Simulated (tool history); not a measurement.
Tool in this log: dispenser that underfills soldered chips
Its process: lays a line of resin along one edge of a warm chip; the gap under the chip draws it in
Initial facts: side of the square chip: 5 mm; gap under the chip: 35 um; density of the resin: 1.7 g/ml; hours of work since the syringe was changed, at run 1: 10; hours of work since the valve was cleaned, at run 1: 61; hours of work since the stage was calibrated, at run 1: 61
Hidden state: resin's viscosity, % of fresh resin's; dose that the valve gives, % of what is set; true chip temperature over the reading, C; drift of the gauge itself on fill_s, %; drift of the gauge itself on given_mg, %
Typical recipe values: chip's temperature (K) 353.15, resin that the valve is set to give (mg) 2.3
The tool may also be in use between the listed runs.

run,hour,chip's temperature (K),resin that the valve is set to give (mg),hours of work since the syringe was changed,hours of work since the valve was cleaned,hours of work since the stage was calibrated,time until the resin shows at the far edge (s),resin that the valve gave (mg)
1,0,353.15,2.3,10,61,61,31.9,2.219
# hour 2.2: new syringe of resin
2,10.8,353.15,2.3,6,68,68,23.4,2.201
3,16.3,353.15,2.3,10,72,72,31.1,2.193
# hour 19.5: new syringe of resin
4,25.4,353.15,2.3,4,78,78,19.8,2.182
5,31.8,353.15,2.3,9,83,83,27.8,2.168
# hour 36.1: new syringe of resin
6,39,357.15,2.3,2,87,87,14.9,2.178
7,49.4,350.15,2.34,9,95,95,35,2.195
# hour 53.2: new syringe of resin
8,60.8,363.15,2.17,5,103,103,14.8,2.047
# hour 69.9: new syringe of resin
9,70.5,343.15,2.17,0,109,109,23.6,2.013
10,78.6,359.15,2.06,6,115,115,18,1.91

Alternative continuations, all from the tool just after run 10; predict every row:
# hour 86.5: new syringe of resin
A,86.5,368.15,2.12,0,120,120,?,?
# hour 86.5: new syringe of resin
B,86.5,367.15,2.33,0,120,120,?,?
# hour 86.5: new syringe of resin
C,86.5,356.15,2.79,0,120,120,?,?

run,time until the resin shows at the far edge (s),resin that the valve gave (mg)
A,7.9,1.96
B,8,2.165
C,12.3,2.579
Take away the tool's hidden state, keep each run's random variation, and the runs would have read:
run,time until the resin shows at the far edge (s),resin that the valve gave (mg)
A,8,2.121
B,8.1,2.342
C,12.6,2.791
